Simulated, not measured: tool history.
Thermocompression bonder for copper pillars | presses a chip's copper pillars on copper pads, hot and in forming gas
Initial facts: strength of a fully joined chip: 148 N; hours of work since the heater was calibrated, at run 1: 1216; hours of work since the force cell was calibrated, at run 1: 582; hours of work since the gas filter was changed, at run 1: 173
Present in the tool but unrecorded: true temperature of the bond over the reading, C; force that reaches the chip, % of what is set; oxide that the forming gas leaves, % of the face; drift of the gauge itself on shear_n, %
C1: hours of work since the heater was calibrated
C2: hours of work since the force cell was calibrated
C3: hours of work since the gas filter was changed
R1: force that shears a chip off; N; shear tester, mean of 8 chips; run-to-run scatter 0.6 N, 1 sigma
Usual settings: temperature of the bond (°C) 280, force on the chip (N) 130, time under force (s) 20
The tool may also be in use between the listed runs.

Run 1, day 0.000: usual settings; C1 1216; C2 582; C3 173. Result: R1 53.4 N.
Run 2, day 1.479: usual settings; C1 1237; C2 603; C3 195. Result: R1 53.1 N.
Run 3, day 2.954: usual settings; C1 1259; C2 625; C3 216. Result: R1 54.2 N.
Run 4, day 4.050: usual settings; C1 1274; C2 640; C3 232. Result: R1 53.5 N.
Run 5, day 4.925: usual settings; C1 1287; C2 653; C3 244. Result: R1 52.7 N.
Run 6, day 5.842: usual settings; C1 1300; C2 666; C3 258. Result: R1 53.1 N.
Run 7, day 7.596: usual settings but time under force (s) 25; C1 1325; C2 692; C3 283. Result: R1 58.1 N.
Run 8, day 9.504: usual settings but time under force (s) 25; C1 1353; C2 719; C3 310. Result: R1 57.2 N.
At day 10.262: forming gas filter changed.
At day 10.708: heater calibrated with a thermocouple chip.
Run 9, day 10.708: usual settings but time under force (s) 25; C1 0; C2 735; C3 5. Result: R1 65.7 N.
Run 10, day 12.596: usual settings but temperature of the bond (°C) 298, time under force (s) 58; C1 27; C2 762; C3 32. Result: R1 103.9 N.
Run 11, day 13.496: usual settings but temperature of the bond (°C) 298, time under force (s) 58; C1 40; C2 775; C3 45. Result: R1 104.3 N.
Run 12, day 15.462: usual settings but temperature of the bond (°C) 260, force on the chip (N) 148, time under force (s) 13; C1 69; C2 803; C3 74. Result: R1 42.0 N.
Run 13, day 17.417: usual settings but temperature of the bond (°C) 295, time under force (s) 27; C1 97; C2 832; C3 102. Result: R1 79.1 N.
Run 14, day 18.596: usual settings but temperature of the bond (°C) 295, force on the chip (N) 109, time under force (s) 31; C1 114; C2 849; C3 119. Result: R1 71.1 N.
Run 15, day 20.121: usual settings but temperature of the bond (°C) 271, force on the chip (N) 103, time under force (s) 17; C1 136; C2 871; C3 141. Result: R1 37.6 N.
Run 16, day 21.100: usual settings but temperature of the bond (°C) 271, force on the chip (N) 103, time under force (s) 17; C1 150; C2 885; C3 155. Result: R1 37.7 N.
Run 17, day 22.383: usual settings but temperature of the bond (°C) 267, force on the chip (N) 82, time under force (s) 34; C1 168; C2 903; C3 173. Result: R1 37.3 N.

Alternative continuations, all from the tool just after run 17; predict every row:
Run A, day 23.542: usual settings but temperature of the bond (°C) 283; C1 185; C2 920; C3 190. Result: R1 ?.
Run B, day 23.542: usual settings but force on the chip (N) 97, time under force (s) 23; C1 185; C2 920; C3 190. Result: R1 ?.
Run C, day 23.542: usual settings but temperature of the bond (°C) 306, force on the chip (N) 172, time under force (s) 40; C1 185; C2 920; C3 190. Result: R1 ?.
Run D, day 23.542: usual settings but temperature of the bond (°C) 263, force on the chip (N) 191, time under force (s) 46; C1 185; C2 920; C3 190. Result: R1 ?.
Run E, day 23.542: usual settings but temperature of the bond (°C) 278; C1 185; C2 920; C3 190. Result: R1 ?.

run     R1
  A   61.2
  B   47.4
  C  115.1
  D   85.4
  E   55.9
With no hidden state in the tool, these same runs would have given:
run     R1
  A   61.1
  B   47.3
  C  116.1
  D   85.6
  E   55.9
